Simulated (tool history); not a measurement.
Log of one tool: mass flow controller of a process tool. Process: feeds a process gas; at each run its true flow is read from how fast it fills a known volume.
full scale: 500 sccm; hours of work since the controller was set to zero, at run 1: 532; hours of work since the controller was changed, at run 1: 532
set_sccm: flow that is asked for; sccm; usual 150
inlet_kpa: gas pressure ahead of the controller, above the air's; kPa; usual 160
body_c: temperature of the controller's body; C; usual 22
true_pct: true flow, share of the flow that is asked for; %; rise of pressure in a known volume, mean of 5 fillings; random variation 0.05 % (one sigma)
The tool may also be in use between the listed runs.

| run | hour | set_sccm | inlet_kpa | body_c | hours of work since the controller was set to zero | hours of work since the controller was changed | true_pct |
|---|---|---|---|---|---|---|---|
| 1 | 0 | 150 | 160 | 22 | 532 | 532 | 98.03 |
| 2 | 364.2 | 150 | 160 | 28 | 670 | 670 | 98.49 |
| 3 | 590.9 | 150 | 160 | 28 | 756 | 756 | 98.57 |
| 4 | 965.6 | 150 | 160 | 22 | 898 | 898 | 98 |
| 5 | 1288 | 150 | 160 | 22 | 1021 | 1021 | 98.04 |
| 6 | 1554 | 150 | 160 | 33 | 1122 | 1122 | 98.87 |
| 7 | 1917.7 | 436 | 195 | 31 | 1260 | 1260 | 100.12 |
| 8 | 2396.3 | 436 | 195 | 31 | 1442 | 1442 | 99.98 |
| 9 | 2662 | 92 | 195 | 31 | 1543 | 1543 | 98.74 |

The next listed run, before its measurement:
| 10 | 3113 | 173 | 249 | 28 | 1715 | 1715 | ? |

{"run 10": {"true_pct": 97.94}}
Without the tool's hidden state the same run would have given true_pct 97.64 %.
